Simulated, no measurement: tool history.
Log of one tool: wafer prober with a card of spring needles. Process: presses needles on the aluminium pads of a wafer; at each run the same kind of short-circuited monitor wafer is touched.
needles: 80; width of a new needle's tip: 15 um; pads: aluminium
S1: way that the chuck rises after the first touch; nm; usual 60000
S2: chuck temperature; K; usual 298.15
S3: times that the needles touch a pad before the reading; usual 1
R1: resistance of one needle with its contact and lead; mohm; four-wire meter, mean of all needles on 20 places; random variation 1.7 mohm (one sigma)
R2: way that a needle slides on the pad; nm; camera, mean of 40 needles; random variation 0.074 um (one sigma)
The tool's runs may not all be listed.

| run | day | S1 | S2 | S3 | R1 | R2 |
|---|---|---|---|---|---|---|
| 1 | 0.000 | 60000 | 298.15 | 1 | 179 | 14430 |
| 2 | 1.238 | 60000 | 298.15 | 1 | 179 | 14510 |
| 3 | 1.867 | 60000 | 298.15 | 2 | 178 | 14690 |
| 4 | 2.788 | 60000 | 349.15 | 1 | 186 | 14460 |
| 5 | 3.329 | 60000 | 349.15 | 2 | 193 | 14490 |
| 6 | 3.900 | 60000 | 349.15 | 2 | 194 | 14370 |
| 7 | 4.571 | 60000 | 349.15 | 2 | 190 | 14350 |
| 8 | 5.504 | 60000 | 349.15 | 2 | 186 | 14360 |
| 9 | 6.692 | 60000 | 298.15 | 2 | 176 | 14640 |
| 10 | 7.388 | 60000 | 298.15 | 2 | 178 | 14430 |
| 11 | 8.121 | 60000 | 368.15 | 1 | 192 | 14680 |
| 12 | 9.367 | 60000 | 368.15 | 1 | 194 | 14430 |
| 13 | 10.012 | 60000 | 298.15 | 2 | 178 | 14590 |
| 14 | 10.629 | 60000 | 298.15 | 2 | 176 | 14420 |
| 15 | 11.917 | 60000 | 298.15 | 2 | 177 | 14710 |
| 16 | 13.067 | 60000 | 298.15 | 2 | 177 | 14460 |
| 17 | 13.650 | 60000 | 310.15 | 1 | 181 | 14490 |
| 18 | 14.258 | 80000 | 318.15 | 1 | 177 | 19270 |
| 19 | 15.400 | 46000 | 354.15 | 1 | 197 | 11050 |
| 20 | 16.450 | 62000 | 372.15 | 2 | 192 | 15190 |
| 21 | 17.333 | 60000 | 337.15 | 1 | 186 | 14380 |
| 22 | 18.146 | 60000 | 337.15 | 1 | 188 | 14510 |
| 23 | 19.038 | 60000 | 337.15 | 1 | 185 | 14450 |

Taken out of this log: 53 entries between the listed runs. Where each belongs, and how the hidden state differs across it:
Between runs 1 and 2: tips cleaned on abrasive film (day 0.383); tips cleaned on abrasive film (day 0.729); tips cleaned on abrasive film (day 1.117)
  debris on the tips, nm: 0 -> 0.2
Between runs 2 and 3: tips cleaned on abrasive film (day 1.458); tips cleaned on abrasive film (day 1.808)
  debris on the tips, nm: 0.2 -> 0.1
Between runs 3 and 4: tips cleaned on abrasive film (day 2.162); tips cleaned on abrasive film (day 2.521)
  debris on the tips, nm: 0.1 -> 0.3; way that the needles fall short of the set height, um: 0 -> 0.01
Between runs 4 and 5: tips cleaned on abrasive film (day 2.867); tips cleaned on abrasive film (day 3.221)
  debris on the tips, nm: 0.3 -> 0.1
Between runs 5 and 6: tips cleaned on abrasive film (day 3.550); tips cleaned on abrasive film (day 3.900)
  debris on the tips, nm: 0.1 -> 0
Between runs 6 and 7: tips cleaned on abrasive film (day 4.271)
  debris on the tips, nm: 0 -> 0.3
Between runs 7 and 8: tips cleaned on abrasive film (day 4.633); tips cleaned on abrasive film (day 4.942); tips cleaned on abrasive film (day 5.296)
  no hidden state differs between the two runs
Between runs 8 and 9: tips cleaned on abrasive film (day 5.658); tips cleaned on abrasive film (day 6.025); tips cleaned on abrasive film (day 6.375); tips cleaned on abrasive film (day 6.692)
  debris on the tips, nm: 0.3 -> 0
Between runs 9 and 10: tips cleaned on abrasive film (day 7.000); tips cleaned on abrasive film (day 7.371)
  debris on the tips, nm: 0 -> 0.1
Between runs 10 and 11: tips cleaned on abrasive film (day 7.696); tips cleaned on abrasive film (day 8.079)
  no hidden state differs between the two runs
Between runs 11 and 12: tips cleaned on abrasive film (day 8.429); tips cleaned on abrasive film (day 8.788); tips cleaned on abrasive film (day 9.158)
  debris on the tips, nm: 0.1 -> 0.2
Between runs 12 and 13: tips cleaned on abrasive film (day 9.521); tips cleaned on abrasive film (day 9.883)
  no hidden state differs between the two runs
Between runs 13 and 14: tips cleaned on abrasive film (day 10.242); tips cleaned on abrasive film (day 10.608)
  debris on the tips, nm: 0.2 -> 0.1; way that the needles fall short of the set height, um: 0.01 -> 0.02
Between runs 14 and 15: tips cleaned on abrasive film (day 10.983); tips cleaned on abrasive film (day 11.371); tips cleaned on abrasive film (day 11.754)
  debris on the tips, nm: 0.1 -> 0.2
Between runs 15 and 16: tips cleaned on abrasive film (day 12.071); tips cleaned on abrasive film (day 12.450); tips cleaned on abrasive film (day 12.817)
  debris on the tips, nm: 0.2 -> 0.3
Between runs 16 and 17: tips cleaned on abrasive film (day 13.146); tips cleaned on abrasive film (day 13.521)
  debris on the tips, nm: 0.3 -> 0.2
Between runs 17 and 18: tips cleaned on abrasive film (day 13.867); tips cleaned on abrasive film (day 14.188)
  debris on the tips, nm: 0.2 -> 0.1
Between runs 18 and 19: tips cleaned on abrasive film (day 14.546); tips cleaned on abrasive film (day 14.904); tips cleaned on abrasive film (day 15.288)
  no hidden state differs between the two runs
Between runs 19 and 20: tips cleaned on abrasive film (day 15.629); tips cleaned on abrasive film (day 16.008); tips cleaned on abrasive film (day 16.392)
  no hidden state differs between the two runs
Between runs 20 and 21: tips cleaned on abrasive film (day 16.738); tips cleaned on abrasive film (day 17.096)
  debris on the tips, nm: 0.1 -> 0.3
Between runs 21 and 22: tips cleaned on abrasive film (day 17.467); tips cleaned on abrasive film (day 17.842)
  way that the needles fall short of the set height, um: 0.02 -> 0.03
Between runs 22 and 23: tips cleaned on abrasive film (day 18.225); tips cleaned on abrasive film (day 18.592); tips cleaned on abrasive film (day 18.967)
  debris on the tips, nm: 0.3 -> 0.1
